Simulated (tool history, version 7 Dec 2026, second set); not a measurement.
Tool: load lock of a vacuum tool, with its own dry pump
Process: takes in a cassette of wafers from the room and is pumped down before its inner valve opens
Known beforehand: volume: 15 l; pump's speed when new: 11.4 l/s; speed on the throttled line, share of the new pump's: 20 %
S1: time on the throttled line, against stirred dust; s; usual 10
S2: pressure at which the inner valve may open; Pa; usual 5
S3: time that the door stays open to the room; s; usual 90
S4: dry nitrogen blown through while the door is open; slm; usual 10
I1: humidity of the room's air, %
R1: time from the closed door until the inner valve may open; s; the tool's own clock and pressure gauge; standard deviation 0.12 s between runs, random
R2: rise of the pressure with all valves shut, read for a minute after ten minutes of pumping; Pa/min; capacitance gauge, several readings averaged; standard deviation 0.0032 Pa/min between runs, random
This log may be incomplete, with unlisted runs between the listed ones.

run 1 day=0.000 | S1=10 S2=5 S3=90 S4=10 | I1=44.9 | R1=21.2 R2=0.104
run 2 day=6.971 | S1=10 S2=5 S3=90 S4=10 | I1=46.8 | R1=21.2 R2=0.111
run 3 day=15.225 | S1=10 S2=5 S3=90 S4=10 | I1=46.0 | R1=21.0 R2=0.104
run 4 day=26.421 | S1=8 S2=5 S3=90 S4=10 | I1=43.1 | R1=19.6 R2=0.099
run 5 day=35.696 | S1=8 S2=5 S3=190 S4=10 | I1=45.5 | R1=19.4 R2=0.153
run 6 day=44.250 | S1=8 S2=5 S3=190 S4=10 | I1=45.1 | R1=19.7 R2=0.155
run 7 day=53.283 | S1=8 S2=5 S3=190 S4=10 | I1=44.1 | R1=19.6 R2=0.153
run 8 day=58.762 | S1=8 S2=5 S3=190 S4=10 | I1=46.9 | R1=19.7 R2=0.163
run 9 day=67.958 | S1=10 S2=5 S3=90 S4=10 | I1=45.7 | R1=21.2 R2=0.100
run 10 day=76.525 | S1=10 S2=5 S3=90 S4=10 | I1=44.3 | R1=21.1 R2=0.102
run 11 day=86.271 | S1=10 S2=5 S3=90 S4=5 | I1=45.5 | R1=21.3 R2=0.125
run 12 day=95.025 | S1=10 S2=5 S3=90 S4=5 | I1=43.4 | R1=21.1 R2=0.117
run 13 day=103.504 | S1=9 S2=5 S3=90 S4=21 | I1=42.8 | R1=20.3 R2=0.083
run 14 day=113.938 | S1=9 S2=5 S3=90 S4=21 | I1=42.5 | R1=20.3 R2=0.078
-- day=118.521 door's seal changed, seat wiped
run 15 day=124.304 | S1=10 S2=8 S3=90 S4=10 | I1=47.0 | R1=20.6 R2=0.111
run 16 day=132.942 | S1=10 S2=6 S3=90 S4=11 | I1=43.9 | R1=20.8 R2=0.097
run 17 day=140.125 | S1=16 S2=6 S3=130 S4=30 | I1=43.2 | R1=25.5 R2=0.084
run 18 day=149.150 | S1=5 S2=9 S3=108 S4=9 | I1=43.8 | R1=16.4 R2=0.112
run 19 day=160.767 | S1=9 S2=6 S3=40 S4=5 | I1=45.1 | R1=20.1 R2=0.075
run 20 day=173.354 | S1=9 S2=6 S3=40 S4=5 | I1=44.3 | R1=20.3 R2=0.075
run 21 day=180.046 | S1=9 S2=6 S3=40 S4=5 | I1=46.1 | R1=20.0 R2=0.073
run 22 day=191.217 | S1=10 S2=5 S3=195 S4=5 | I1=48.5 | R1=21.1 R2=0.190
run 23 day=202.567 | S1=10 S2=5 S3=133 S4=7 | I1=48.1 | R1=21.2 R2=0.149

Alternative continuations, all from the tool just after run 23; predict every row:
run A day=212.879 | S1=6 S2=5 S3=133 S4=4 | I1=45.0 | R1=? R2=?
run B day=212.879 | S1=13 S2=5 S3=150 S4=10 | I1=43.9 | R1=? R2=?
run C day=212.879 | S1=18 S2=5 S3=133 S4=7 | I1=44.1 | R1=? R2=?
run D day=212.879 | S1=17 S2=5 S3=90 S4=10 | I1=45.9 | R1=? R2=?

run=A R1=18.0 R2=0.144
run=B R1=23.5 R2=0.136
run=C R1=27.6 R2=0.138
run=D R1=26.5 R2=0.101
What these runs would have given with no unlogged condition in the tool:
run=A R1=18.0 R2=0.143
run=B R1=23.5 R2=0.136
run=C R1=27.6 R2=0.137
run=D R1=26.5 R2=0.101
